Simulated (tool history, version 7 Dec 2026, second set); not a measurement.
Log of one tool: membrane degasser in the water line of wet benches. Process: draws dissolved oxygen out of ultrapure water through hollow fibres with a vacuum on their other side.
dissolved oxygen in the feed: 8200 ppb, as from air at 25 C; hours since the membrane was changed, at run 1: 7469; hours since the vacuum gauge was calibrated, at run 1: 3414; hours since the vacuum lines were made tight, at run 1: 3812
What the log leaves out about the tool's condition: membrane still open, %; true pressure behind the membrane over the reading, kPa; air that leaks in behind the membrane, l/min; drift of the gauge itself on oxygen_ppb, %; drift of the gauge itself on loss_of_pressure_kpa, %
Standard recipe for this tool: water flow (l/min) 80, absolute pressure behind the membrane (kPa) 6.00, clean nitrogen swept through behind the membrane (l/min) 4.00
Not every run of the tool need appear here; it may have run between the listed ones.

| run | day | water flow (l/min) | absolute pressure behind the membrane (kPa) | clean nitrogen swept through behind the membrane (l/min) | hours since the membrane was changed | hours since the vacuum gauge was calibrated | hours since the vacuum lines were made tight | dissolved oxygen in the water behind the degasser (ppb) | pressure that the water loses in the fibres (kPa) |
|---|---|---|---|---|---|---|---|---|---|
| 1 | 0.000 | 80 | 6.00 | 4.00 | 7469 | 3414 | 3812 | 127.5 | 28.57 |
| 2 | 7.692 | 80 | 6.00 | 4.00 | 7654 | 3599 | 3997 | 128.5 | 28.25 |
| 3 | 17.442 | 80 | 6.00 | 4.00 | 7888 | 3833 | 4231 | 129.1 | 28.59 |
| 4 | 26.746 | 80 | 6.00 | 9.82 | 8111 | 4056 | 4454 | 58.0 | 28.70 |
| 5 | 33.438 | 80 | 6.00 | 11.50 | 8272 | 4217 | 4615 | 50.6 | 28.74 |
| 6 | 37.929 | 80 | 7.49 | 4.00 | 8379 | 4325 | 4722 | 193.6 | 28.57 |
| 7 | 45.392 | 80 | 7.49 | 4.00 | 8558 | 4504 | 4901 | 192.5 | 28.87 |
| 8 | 54.658 | 80 | 7.49 | 4.00 | 8781 | 4726 | 5124 | 192.8 | 28.50 |
| 9 | 59.338 | 80 | 6.00 | 4.00 | 8893 | 4838 | 5236 | 128.9 | 28.54 |
| 10 | 64.846 | 80 | 6.00 | 4.00 | 9025 | 4971 | 5368 | 130.2 | 28.77 |
| 11 | 72.462 | 80 | 5.51 | 4.00 | 9208 | 5153 | 5551 | 109.1 | 29.02 |
| 12 | 77.042 | 80 | 5.51 | 4.00 | 9318 | 5263 | 5661 | 109.7 | 28.82 |
| 13 | 86.996 | 76 | 4.10 | 3.35 | 9557 | 5502 | 5900 | 51.8 | 27.21 |
| 14 | 91.775 | 101 | 4.10 | 6.55 | 9672 | 5617 | 6015 | 44.9 | 36.55 |
| 15 | 100.550 | 101 | 4.10 | 6.55 | 9882 | 5828 | 6225 | 45.9 | 36.37 |
| 16 | 109.175 | 98 | 6.00 | 4.00 | 10089 | 6035 | 6432 | 160.9 | 35.21 |
|  | 109.775 | vacuum gauge calibrated |
| 17 | 113.662 | 123 | 3.65 | 8.10 | 10196 | 93 | 6539 | 51.8 | 44.14 |
| 18 | 121.846 | 123 | 3.65 | 8.10 | 10393 | 290 | 6736 | 52.1 | 44.58 |
| 19 | 131.450 | 80 | 7.98 | 11.33 | 10623 | 520 | 6966 | 87.6 | 28.82 |
| 20 | 139.917 | 80 | 7.98 | 11.33 | 10827 | 723 | 7170 | 86.7 | 28.87 |
| 21 | 146.746 | 120 | 6.00 | 4.03 | 10990 | 887 | 7333 | 212.8 | 43.64 |
| 22 | 157.150 | 80 | 4.65 | 8.61 | 11240 | 1137 | 7583 | 38.3 | 28.77 |
| 23 | 163.288 | 80 | 4.65 | 8.61 | 11387 | 1284 | 7730 | 39.2 | 29.12 |

Consider 4 possible next runs. They are alternatives, not a sequence: every one starts from the tool as it was left by run 23. What does each give?
|  | 166.962 | vacuum gauge calibrated, once more |
| A | 173.638 | 65 | 10.48 | 1.86 | 11635 | 160 | 7978 | ? | ? |
|  | 166.962 | vacuum gauge calibrated, once more |
| B | 173.638 | 80 | 4.60 | 4.00 | 11635 | 160 | 7978 | ? | ? |
|  | 166.962 | vacuum gauge calibrated, once more |
| C | 173.638 | 80 | 4.65 | 2.15 | 11635 | 160 | 7978 | ? | ? |
|  | 166.962 | vacuum gauge calibrated, once more |
| D | 173.638 | 80 | 4.44 | 8.61 | 11635 | 160 | 7978 | ? | ? |

| run | dissolved oxygen in the water behind the degasser (ppb) | pressure that the water loses in the fibres (kPa) |
|---|---|---|
| A | 499.9 | 23.70 |
| B | 65.5 | 28.49 |
| C | 112.0 | 29.09 |
| D | 30.1 | 29.19 |
Without the tool's unlogged condition, the same runs would have read:
| run | dissolved oxygen in the water behind the degasser (ppb) | pressure that the water loses in the fibres (kPa) |
|---|---|---|
| A | 498.1 | 22.70 |
| B | 63.8 | 27.27 |
| C | 109.6 | 27.86 |
| D | 28.8 | 27.96 |

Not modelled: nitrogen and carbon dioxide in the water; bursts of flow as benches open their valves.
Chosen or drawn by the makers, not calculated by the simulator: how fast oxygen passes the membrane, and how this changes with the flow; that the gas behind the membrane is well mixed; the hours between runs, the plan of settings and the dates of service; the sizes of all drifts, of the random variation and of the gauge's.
